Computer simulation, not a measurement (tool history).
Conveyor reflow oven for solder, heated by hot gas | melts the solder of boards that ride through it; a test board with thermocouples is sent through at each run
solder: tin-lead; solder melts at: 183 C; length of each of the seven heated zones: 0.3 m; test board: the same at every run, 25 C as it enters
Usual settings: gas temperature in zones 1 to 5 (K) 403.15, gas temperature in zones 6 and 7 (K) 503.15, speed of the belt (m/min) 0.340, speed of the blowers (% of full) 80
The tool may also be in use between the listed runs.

run   hour  gas temperature in zones 1 to 5 (K)  gas temperature in zones 6 and 7 (K)  speed of the belt (m/min)  speed of the blowers (% of full)  highest temperature of the board (K)  time above the solder's melting point (s)
  1    0.0                               403.15                                503.15                      0.340                                80                                489.15                                       75.9
  2   21.4                               403.15                                503.15                      0.340                                80                                488.65                                       75.7
  3   39.4                               403.15                                503.15                      0.340                                80                                488.95                                       75.8
  4   53.5                               403.15                                503.15                      0.340                                80                                488.85                                       75.8
  5   83.1                               403.15                                503.15                      0.340                                80                                488.55                                       75.6
  6  108.9                               403.15                                503.15                      0.340                                54                                484.25                                       68.5
  7  124.3                               403.15                                503.15                      0.340                                80                                488.45                                       75.3
  8  146.4                               403.15                                503.15                      0.340                                80                                488.55                                       75.5
  9  161.9                               403.15                                503.15                      0.340                                80                                488.45                                       75.4
 10  182.4                               403.15                                503.15                      0.340                                80                                488.45                                       75.4
 11  211.5                               403.15                                503.15                      0.340                                80                                488.45                                       75.3
 12  233.6                               403.15                                503.15                      0.330                                80                                488.95                                       78.8
 13  262.1                               403.15                                509.15                      0.340                                80                                493.55                                       80.3
     267.5  -- belt drive overhauled, speed set with a stopwatch
 14  297.3                               403.15                                509.15                      0.331                                80                                494.35                                       84.1
 15  321.1                               403.15                                503.15                      0.330                                80                                488.95                                       78.7
 16  345.6                               403.15                                503.15                      0.330                                80                                488.95                                       78.9
 17  364.8                               390.15                                503.15                      0.404                                83                                480.15                                       47.9
     378.3  -- belt drive overhauled, speed set with a stopwatch, once more
 18  397.1                               390.15                                503.15                      0.404                                83                                478.95                                       45.9
 19  419.7                               399.15                                503.15                      0.404                                83                                481.05                                       51.4
 20  451.2                               403.15                                503.15                      0.340                                72                                486.45                                       71.1
 21  479.5                               403.15                                503.15                      0.340                                72                                486.05                                       70.9
 22  499.0                               403.15                                514.15                      0.346                                80                                496.05                                       80.3
 23  530.1                               403.15                                503.15                      0.314                                64                                487.25                                       78.8
 24  549.4                               403.15                                503.15                      0.327                                89                                489.35                                       78.6
 25  565.3                               403.15                                503.15                      0.340                                80                                486.85                                       72.3
 26  585.9                               418.15                                503.15                      0.340                                65                                487.35                                       79.7
 27  617.2                               418.15                                503.15                      0.340                                65                                487.45                                       79.5
 28  636.7                               415.15                                502.15                      0.340                                65                                485.85                                       76.0
 29  652.0                               413.15                                502.15                      0.340                                51                                483.15                                       70.6
     659.2  -- flux residue cleaned out of gas plates and filters
 30  686.8                               413.15                                502.15                      0.340                                51                                485.45                                       73.8
 31  715.5                               413.15                                502.15                      0.340                                51                                485.25                                       74.1

4 ways to go on from here, each from the tool as it stands after run 31. What would each give?
  A  747.2                               403.15                                499.15                      0.340                                57                                     ?                                          ?
  B  747.2                               410.15                                502.15                      0.340                                74                                     ?                                          ?
  C  747.2                               413.15                                492.15                      0.356                                63                                     ?                                          ?
  D  747.2                               413.15                                509.15                      0.340                                51                                     ?                                          ?

run  highest temperature of the board (K)  time above the solder's melting point (s)
  A                                481.65                                       65.0
  B                                488.45                                       77.8
  C                                477.45                                       60.4
  D                                490.95                                       80.7
Without the tool's hidden state the same runs would have given:
run  highest temperature of the board (K)  time above the solder's melting point (s)
  A                                481.55                                       64.7
  B                                488.35                                       77.5
  C                                477.35                                       60.2
  D                                490.85                                       80.3

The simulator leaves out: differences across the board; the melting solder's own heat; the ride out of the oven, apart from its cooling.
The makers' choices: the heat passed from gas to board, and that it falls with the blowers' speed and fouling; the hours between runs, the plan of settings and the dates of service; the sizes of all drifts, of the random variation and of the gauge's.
